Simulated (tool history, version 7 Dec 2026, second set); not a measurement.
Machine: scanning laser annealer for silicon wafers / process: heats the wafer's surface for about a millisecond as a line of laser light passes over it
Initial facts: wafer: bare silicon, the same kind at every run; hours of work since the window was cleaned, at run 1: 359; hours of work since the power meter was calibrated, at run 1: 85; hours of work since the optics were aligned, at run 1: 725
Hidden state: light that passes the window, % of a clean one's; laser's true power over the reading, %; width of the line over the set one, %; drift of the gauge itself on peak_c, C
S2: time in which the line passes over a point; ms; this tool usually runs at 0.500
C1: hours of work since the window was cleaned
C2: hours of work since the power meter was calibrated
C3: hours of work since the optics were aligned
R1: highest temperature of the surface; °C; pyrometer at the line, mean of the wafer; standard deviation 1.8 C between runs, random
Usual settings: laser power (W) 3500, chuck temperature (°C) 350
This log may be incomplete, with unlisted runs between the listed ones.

Run 1, hour 0.0: usual settings; C1 359; C2 85; C3 725. Result: R1 1121 °C.
At hour 14.2: window over the wafer cleaned.
Run 2, hour 17.8: usual settings but laser power (W) 3828; C1 2; C2 95; C3 734. Result: R1 1228 °C.
Run 3, hour 36.1: usual settings but S2 0.439 ms; C1 13; C2 106; C3 746. Result: R1 1103 °C.
Run 4, hour 67.4: usual settings; C1 32; C2 125; C3 765. Result: R1 1147 °C.
Run 5, hour 88.6: usual settings; C1 45; C2 138; C3 778. Result: R1 1146 °C.
Run 6, hour 105.4: usual settings; C1 56; C2 148; C3 788. Result: R1 1146 °C.
Run 7, hour 136.1: usual settings; C1 74; C2 167; C3 807. Result: R1 1144 °C.
Run 8, hour 160.1: usual settings but S2 0.420 ms; C1 89; C2 181; C3 821. Result: R1 1083 °C.
Run 9, hour 185.8: usual settings but S2 0.420 ms; C1 105; C2 197; C3 837. Result: R1 1085 °C.
Run 10, hour 216.5: usual settings; C1 123; C2 216; C3 855. Result: R1 1139 °C.
Run 11, hour 234.1: usual settings; C1 134; C2 226; C3 866. Result: R1 1136 °C.
Run 12, hour 260.1: usual settings; C1 150; C2 242; C3 882. Result: R1 1136 °C.
Run 13, hour 289.5: usual settings; C1 168; C2 260; C3 900. Result: R1 1134 °C.
At hour 297.5: optics aligned, line set to its width.
Run 14, hour 321.7: usual settings but chuck temperature (°C) 310; C1 184; C2 277; C3 15. Result: R1 1089 °C.
Run 15, hour 349.3: usual settings but S2 0.356 ms; C1 201; C2 293; C3 32. Result: R1 1025 °C.
Run 16, hour 375.2: usual settings but S2 0.356 ms; C1 217; C2 309; C3 47. Result: R1 1023 °C.
Run 17, hour 390.9: usual settings but laser power (W) 3526; C1 226; C2 319; C3 57. Result: R1 1128 °C.
Run 18, hour 418.5: usual settings but laser power (W) 3526; C1 243; C2 336; C3 74. Result: R1 1135 °C.
At hour 433.3: optics aligned, line set to its width, once more.
Run 19, hour 446.9: usual settings but laser power (W) 3526; C1 257; C2 350; C3 8. Result: R1 1141 °C.
Run 20, hour 464.5: usual settings but laser power (W) 3526; C1 268; C2 360; C3 19. Result: R1 1142 °C.
Run 21, hour 495.0: usual settings but chuck temperature (°C) 368; C1 287; C2 379; C3 38. Result: R1 1152 °C.
Run 22, hour 524.6: usual settings but S2 0.566 ms, chuck temperature (°C) 369; C1 305; C2 397; C3 56. Result: R1 1198 °C.
Run 23, hour 540.8: usual settings but laser power (W) 3786, S2 0.412 ms, chuck temperature (°C) 369; C1 315; C2 407; C3 66. Result: R1 1152 °C.
Run 24, hour 567.9: usual settings but laser power (W) 3786, S2 0.490 ms, chuck temperature (°C) 367; C1 331; C2 423; C3 82. Result: R1 1208 °C.
Run 25, hour 596.3: usual settings but laser power (W) 3786, S2 0.490 ms, chuck temperature (°C) 346; C1 348; C2 441; C3 99. Result: R1 1185 °C.
Run 26, hour 612.7: usual settings but laser power (W) 3006, S2 0.372 ms, chuck temperature (°C) 389; C1 358; C2 451; C3 109. Result: R1 977 °C.
At hour 627.3: window over the wafer cleaned.
Run 27, hour 636.0: usual settings but S2 0.475 ms, chuck temperature (°C) 334; C1 5; C2 464; C3 122. Result: R1 1124 °C.
Run 28, hour 662.9: usual settings but S2 0.475 ms, chuck temperature (°C) 334; C1 22; C2 480; C3 139. Result: R1 1119 °C.
Run 29, hour 679.5: usual settings but S2 0.475 ms, chuck temperature (°C) 334; C1 32; C2 490; C3 149. Result: R1 1120 °C.
Run 30, hour 713.1: usual settings but S2 0.475 ms, chuck temperature (°C) 334; C1 52; C2 511; C3 169. Result: R1 1120 °C.
Run 31, hour 742.7: usual settings but laser power (W) 3389, S2 0.358 ms, chuck temperature (°C) 388; C1 70; C2 529; C3 187. Result: R1 1057 °C.
Run 32, hour 766.7: usual settings but laser power (W) 3389, S2 0.358 ms, chuck temperature (°C) 388; C1 85; C2 543; C3 202. Result: R1 1059 °C.
Run 33, hour 793.1: usual settings but laser power (W) 3389, S2 0.358 ms, chuck temperature (°C) 388; C1 101; C2 559; C3 218. Result: R1 1057 °C.
Run 34, hour 823.9: usual settings but laser power (W) 3232, S2 0.463 ms, chuck temperature (°C) 388; C1 120; C2 578; C3 237. Result: R1 1098 °C.
Run 35, hour 846.4: usual settings but laser power (W) 3310, S2 0.372 ms, chuck temperature (°C) 354; C1 133; C2 592; C3 250. Result: R1 1018 °C.
Run 36, hour 877.0: usual settings but laser power (W) 3709, chuck temperature (°C) 340; C1 152; C2 610; C3 269. Result: R1 1185 °C.
Run 37, hour 909.5: usual settings but laser power (W) 3780, S2 0.455 ms, chuck temperature (°C) 372; C1 172; C2 630; C3 289. Result: R1 1196 °C.
Run 38, hour 935.0: usual settings but laser power (W) 3780, S2 0.455 ms, chuck temperature (°C) 372; C1 187; C2 646; C3 304. Result: R1 1193 °C.
Run 39, hour 963.6: usual settings but laser power (W) 3160, S2 0.469 ms, chuck temperature (°C) 319; C1 205; C2 663; C3 322. Result: R1 1008 °C.
Run 40, hour 995.5: usual settings but laser power (W) 3497, S2 0.569 ms, chuck temperature (°C) 344; C1 224; C2 683; C3 341. Result: R1 1178 °C.
Run 41, hour 1012.7: usual settings but laser power (W) 3203, chuck temperature (°C) 346; C1 235; C2 693; C3 352. Result: R1 1065 °C.
Run 42, hour 1037.8: usual settings but laser power (W) 3100, S2 0.355 ms, chuck temperature (°C) 324; C1 250; C2 708; C3 367. Result: R1 927 °C.

Consider 3 possible next runs. They are alternatives, not a sequence: every one starts from the tool as it was left by run 42. What does each give?
Run A, hour 1059.9: usual settings but laser power (W) 3596, S2 0.355 ms, chuck temperature (°C) 324; C1 263; C2 722; C3 380. Result: R1 ?.
Run B, hour 1059.9: usual settings but laser power (W) 3656, S2 0.452 ms, chuck temperature (°C) 321; C1 263; C2 722; C3 380. Result: R1 ?.
Run C, hour 1059.9: usual settings but laser power (W) 3100, S2 0.532 ms, chuck temperature (°C) 344; C1 263; C2 722; C3 380. Result: R1 ?.

run    R1
  A  1019
  B  1106
  C  1053
Without the tool's unlogged condition, the same runs would have read:
run    R1
  A  1042
  B  1131
  C  1076
